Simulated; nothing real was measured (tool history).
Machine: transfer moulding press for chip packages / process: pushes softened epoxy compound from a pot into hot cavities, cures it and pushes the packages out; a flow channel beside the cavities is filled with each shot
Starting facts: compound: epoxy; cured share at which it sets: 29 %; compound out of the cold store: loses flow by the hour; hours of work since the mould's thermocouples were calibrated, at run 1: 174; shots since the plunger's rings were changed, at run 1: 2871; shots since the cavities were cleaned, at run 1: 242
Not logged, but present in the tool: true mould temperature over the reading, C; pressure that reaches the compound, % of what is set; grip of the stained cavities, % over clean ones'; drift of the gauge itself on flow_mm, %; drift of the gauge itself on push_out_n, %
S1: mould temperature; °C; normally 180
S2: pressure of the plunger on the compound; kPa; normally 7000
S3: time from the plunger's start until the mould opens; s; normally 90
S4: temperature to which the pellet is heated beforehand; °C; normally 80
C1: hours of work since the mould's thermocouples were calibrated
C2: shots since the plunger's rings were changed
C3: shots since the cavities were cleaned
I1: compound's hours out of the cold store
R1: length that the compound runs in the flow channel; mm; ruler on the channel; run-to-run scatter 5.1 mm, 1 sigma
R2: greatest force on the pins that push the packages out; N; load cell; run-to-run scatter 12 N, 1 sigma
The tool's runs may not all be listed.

| run | hour | S1 | S2 | S3 | S4 | C1 | C2 | C3 | I1 | R1 | R2 |
|---|---|---|---|---|---|---|---|---|---|---|---|
| 1 | 0 | 180 | 7000 | 90 | 80 | 174 | 2871 | 242 | 18 | 905 | 687 |
|  | 50.8 | cavities cleaned with cleaning compound and waxed |
| 2 | 56.9 | 182 | 7000 | 90 | 80 | 209 | 3520 | 71 | 17.7 | 893 | 549 |
| 3 | 99.6 | 180 | 7000 | 85 | 80 | 236 | 4020 | 571 | 21.8 | 888 | 857 |
|  | 120.8 | cavities cleaned with cleaning compound and waxed |
| 4 | 149.9 | 180 | 7000 | 90 | 77 | 266 | 4590 | 340 | 35.5 | 842 | 713 |
|  | 179.2 | plunger's sealing rings changed |
|  | 197.8 | cavities cleaned with cleaning compound and waxed |
| 5 | 215.1 | 180 | 7000 | 90 | 77 | 304 | 402 | 202 | 8.1 | 969 | 677 |
| 6 | 245.4 | 180 | 7070 | 90 | 80 | 323 | 756 | 556 | 32.4 | 904 | 758 |
|  | 268.8 | cavities cleaned with cleaning compound and waxed |
| 7 | 291.7 | 180 | 7000 | 116 | 80 | 351 | 1281 | 268 | 35.6 | 887 | 531 |
|  | 342.1 | cavities cleaned with cleaning compound and waxed |
| 8 | 343.5 | 180 | 7000 | 116 | 80 | 382 | 1870 | 17 | 48 | 840 | 428 |
| 9 | 390.6 | 180 | 5330 | 90 | 80 | 412 | 2420 | 567 | 11.8 | 814 | 806 |
|  | 413.5 | cavities cleaned with cleaning compound and waxed |
| 10 | 443 | 180 | 5330 | 90 | 80 | 443 | 3016 | 346 | 47.7 | 726 | 715 |
|  | 485.7 | cavities cleaned with cleaning compound and waxed |
| 11 | 485.7 | 180 | 5330 | 90 | 80 | 469 | 3498 | 0 | 14.6 | 799 | 515 |
| 12 | 527.9 | 180 | 5330 | 90 | 80 | 495 | 3991 | 493 | 47.1 | 718 | 709 |
|  | 534.6 | mould's thermocouples calibrated |
|  | 560.5 | cavities cleaned with cleaning compound and waxed |
| 13 | 587.4 | 180 | 7000 | 90 | 80 | 32 | 4647 | 315 | 47.7 | 816 | 699 |
|  | 609.4 | plunger's sealing rings changed |
| 14 | 629.3 | 180 | 7000 | 90 | 80 | 57 | 233 | 776 | 24.3 | 923 | 817 |
|  | 634.8 | cavities cleaned with cleaning compound and waxed |
| 15 | 686.5 | 180 | 7000 | 90 | 80 | 91 | 885 | 606 | 15.5 | 950 | 832 |
|  | 707.6 | cavities cleaned with cleaning compound and waxed |
| 16 | 749.8 | 180 | 7000 | 90 | 83 | 130 | 1608 | 494 | 13.4 | 936 | 798 |
|  | 779.4 | cavities cleaned with cleaning compound and waxed |
| 17 | 803.8 | 180 | 7000 | 125 | 80 | 162 | 2222 | 285 | 35.8 | 871 | 544 |
| 18 | 839.8 | 180 | 7000 | 125 | 80 | 185 | 2643 | 706 | 15.8 | 923 | 596 |
|  | 850.5 | cavities cleaned with cleaning compound and waxed |
| 19 | 871.1 | 179 | 7630 | 125 | 80 | 203 | 2991 | 241 | 29 | 926 | 522 |
| 20 | 909.3 | 179 | 5650 | 73 | 82 | 227 | 3439 | 689 | 29.2 | 787 | 1363 |
|  | 921.1 | cavities cleaned with cleaning compound and waxed |
| 21 | 937.7 | 180 | 7000 | 90 | 82 | 244 | 3754 | 194 | 14.5 | 914 | 655 |
| 22 | 973.3 | 180 | 7000 | 122 | 82 | 266 | 4170 | 610 | 39.2 | 842 | 614 |
|  | 996.5 | cavities cleaned with cleaning compound and waxed |
| 23 | 1006.8 | 180 | 7000 | 122 | 82 | 286 | 4545 | 121 | 34.5 | 845 | 468 |
|  | 1038.5 | plunger's sealing rings changed |
| 24 | 1056.4 | 182 | 7740 | 122 | 80 | 316 | 209 | 672 | 18.1 | 979 | 587 |
|  | 1070.2 | cavities cleaned with cleaning compound and waxed |
| 25 | 1115.7 | 181 | 6690 | 90 | 80 | 352 | 885 | 533 | 24.5 | 892 | 738 |
|  | 1141.7 | cavities cleaned with cleaning compound and waxed |
| 26 | 1155.7 | 181 | 6690 | 90 | 80 | 376 | 1335 | 163 | 39.2 | 849 | 616 |
|  | 1213.1 | cavities cleaned with cleaning compound and waxed |
| 27 | 1214.1 | 180 | 6700 | 90 | 80 | 411 | 2001 | 12 | 8.6 | 924 | 548 |

Measured less the same run without the tool's hidden state. The same run-to-run variation is in both; the gauge's scatter may not be:
| run | R1 | R2 |
|---|---|---|
| 1 | -35 | +175 |
| 2 | -43 | +49 |
| 3 | -49 | +271 |
| 4 | -54 | +189 |
| 5 | -7 | +136 |
| 6 | -10 | +239 |
| 7 | -16 | +131 |
| 8 | -21 | +18 |
| 9 | -26 | +252 |
| 10 | -29 | +193 |
| 11 | -37 | -19 |
| 12 | -39 | +211 |
| 13 | -47 | +194 |
| 14 | -3 | +296 |
| 15 | -10 | +287 |
| 16 | -19 | +257 |
| 17 | -25 | +147 |
| 18 | -32 | +211 |
| 19 | -35 | +120 |
| 20 | -35 | +469 |
| 21 | -45 | +127 |
| 22 | -46 | +205 |
| 23 | -51 | +81 |
| 24 | -5 | +206 |
| 25 | -11 | +236 |
| 26 | -16 | +118 |
| 27 | -25 | +12 |

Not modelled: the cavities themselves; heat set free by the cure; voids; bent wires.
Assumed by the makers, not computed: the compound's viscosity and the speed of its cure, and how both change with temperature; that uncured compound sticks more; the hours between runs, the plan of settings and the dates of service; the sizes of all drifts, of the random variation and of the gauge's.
